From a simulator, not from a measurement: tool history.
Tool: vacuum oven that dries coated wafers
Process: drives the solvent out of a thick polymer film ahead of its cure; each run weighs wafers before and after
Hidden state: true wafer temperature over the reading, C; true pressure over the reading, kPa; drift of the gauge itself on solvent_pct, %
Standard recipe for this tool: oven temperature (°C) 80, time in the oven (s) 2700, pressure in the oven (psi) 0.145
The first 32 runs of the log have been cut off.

| run | hour | oven temperature (°C) | time in the oven (s) | pressure in the oven (psi) | hours of work since the thermocouples were calibrated | hours of work since the vacuum gauge was cleaned of residue | solvent left in the film (%) |
|---|---|---|---|---|---|---|---|
| 33 | 605.1 | 94 | 2340 | 0.200 | 446 | 787 | 0.53 |
| 34 | 617.2 | 94 | 2340 | 0.200 | 452 | 793 | 0.53 |
| 35 | 630.7 | 68 | 4500 | 0.145 | 458 | 799 | 2.53 |
| 36 | 650.9 | 94 | 4680 | 0.081 | 467 | 808 | 0.19 |
| 37 | 675.2 | 88 | 3360 | 0.081 | 479 | 819 | 0.31 |
| 38 | 693.8 | 85 | 2700 | 0.381 | 487 | 828 | 1.54 |
| 39 | 713.6 | 76 | 2640 | 0.145 | 497 | 837 | 2.37 |
| 40 | 735.7 | 95 | 1800 | 0.136 | 507 | 848 | 0.44 |
| 41 | 749.5 | 73 | 1860 | 0.081 | 513 | 854 | 4.88 |
| 42 | 764.8 | 80 | 4080 | 0.329 | 520 | 861 | 1.50 |
| 43 | 782.2 | 93 | 1380 | 0.257 | 528 | 869 | 1.23 |
| 44 | 796.7 | 79 | 1560 | 0.274 | 535 | 876 | 4.26 |
| 45 | 815.4 | 84 | 2160 | 0.073 | 544 | 885 | 1.04 |
| 46 | 828.8 | 77 | 2160 | 0.073 | 550 | 891 | 2.66 |

Consider 5 possible next runs. They are alternatives, not a sequence: every one starts from the tool as it was left by run 46. What does each give?
| A | 847.4 | 85 | 3360 | 0.368 | 559 | 899 | ? |
| B | 847.4 | 75 | 3000 | 0.212 | 559 | 899 | ? |
| C | 847.4 | 91 | 2160 | 0.447 | 559 | 899 | ? |
| D | 847.4 | 80 | 2700 | 0.093 | 559 | 899 | ? |
| E | 847.4 | 77 | 1980 | 0.073 | 559 | 899 | ? |

| run | solvent left in the film (%) |
|---|---|
| A | 1.26 |
| B | 2.43 |
| C | 1.32 |
| D | 1.19 |
| E | 3.09 |
With no hidden state in the tool, these same runs would have given:
| run | solvent left in the film (%) |
|---|---|
| A | 1.25 |
| B | 2.42 |
| C | 1.32 |
| D | 1.19 |
| E | 3.09 |
